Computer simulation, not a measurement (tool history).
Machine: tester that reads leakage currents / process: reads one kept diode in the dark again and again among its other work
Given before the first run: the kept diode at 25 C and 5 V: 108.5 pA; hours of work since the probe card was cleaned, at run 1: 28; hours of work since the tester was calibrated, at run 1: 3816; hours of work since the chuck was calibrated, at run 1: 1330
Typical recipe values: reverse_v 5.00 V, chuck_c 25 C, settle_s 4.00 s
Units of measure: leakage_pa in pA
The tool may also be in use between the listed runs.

| run | hour | reverse_v | chuck_c | settle_s | hours of work since the probe card was cleaned | hours of work since the tester was calibrated | hours of work since the chuck was calibrated | leakage_pa |
|---|---|---|---|---|---|---|---|---|
| 1 | 0.0 | 5.00 | 25 | 4.00 | 28 | 3816 | 1330 | 95.64 |
| 2 | 206.8 | 4.05 | 25 | 4.00 | 123 | 3911 | 1424 | 89.07 |
| 3 | 333.1 | 5.00 | 25 | 4.00 | 181 | 3968 | 1482 | 96.46 |
|  | 420.8 | chuck's temperature calibrated |
| 4 | 551.5 | 8.43 | 25 | 4.00 | 280 | 4067 | 60 | 132.68 |
| 5 | 688.2 | 5.00 | 25 | 0.54 | 342 | 4130 | 122 | 109.26 |
| 6 | 908.5 | 5.00 | 37 | 4.00 | 443 | 4230 | 223 | 247.63 |
| 7 | 1054.7 | 5.00 | 37 | 4.00 | 510 | 4297 | 290 | 247.39 |
| 8 | 1247.3 | 5.00 | 25 | 4.00 | 598 | 4385 | 378 | 108.71 |
| 9 | 1389.5 | 5.00 | 29 | 4.00 | 663 | 4450 | 443 | 143.49 |
| 10 | 1606.8 | 5.00 | 29 | 4.00 | 762 | 4550 | 542 | 142.38 |
| 11 | 1698.9 | 9.74 | 29 | 6.99 | 804 | 4592 | 584 | 186.55 |
| 12 | 1802.0 | 1.11 | 52 | 3.32 | 851 | 4639 | 631 | 359.82 |
| 13 | 2014.7 | 2.79 | 38 | 4.00 | 948 | 4736 | 729 | 205.89 |
| 14 | 2229.8 | 2.79 | 38 | 4.00 | 1047 | 4834 | 827 | 205.95 |
| 15 | 2365.7 | 2.79 | 27 | 0.53 | 1109 | 4896 | 889 | 98.30 |
| 16 | 2582.6 | 6.09 | 27 | 0.81 | 1208 | 4996 | 988 | 135.25 |
| 17 | 2805.7 | 6.09 | 27 | 0.81 | 1310 | 5098 | 1090 | 135.64 |
| 18 | 2930.7 | 6.30 | 49 | 2.42 | 1367 | 5155 | 1147 | 546.44 |
|  | 3048.2 | tester calibrated |
| 19 | 3071.6 | 6.30 | 49 | 2.42 | 1431 | 11 | 1211 | 560.75 |

Alternative continuations, all from the tool just after run 19; predict every row:
|  | 3109.4 | probe card cleaned and baked |
| A | 3250.6 | 5.13 | 30 | 0.79 | 65 | 91 | 1291 | ? |
|  | 3109.4 | probe card cleaned and baked |
| B | 3250.6 | 4.52 | 25 | 1.13 | 65 | 91 | 1291 | ? |
|  | 3109.4 | probe card cleaned and baked |
| C | 3250.6 | 3.19 | 54 | 2.42 | 65 | 91 | 1291 | ? |
|  | 3109.4 | probe card cleaned and baked |
| D | 3250.6 | 6.30 | 31 | 1.14 | 65 | 91 | 1291 | ? |

| run | leakage_pa |
|---|---|
| A | 142.89 |
| B | 94.73 |
| C | 578.38 |
| D | 165.15 |
Without the tool's unlogged condition, the same runs would have read:
| run | leakage_pa |
|---|---|
| A | 158.14 |
| B | 105.04 |
| C | 633.48 |
| D | 182.61 |

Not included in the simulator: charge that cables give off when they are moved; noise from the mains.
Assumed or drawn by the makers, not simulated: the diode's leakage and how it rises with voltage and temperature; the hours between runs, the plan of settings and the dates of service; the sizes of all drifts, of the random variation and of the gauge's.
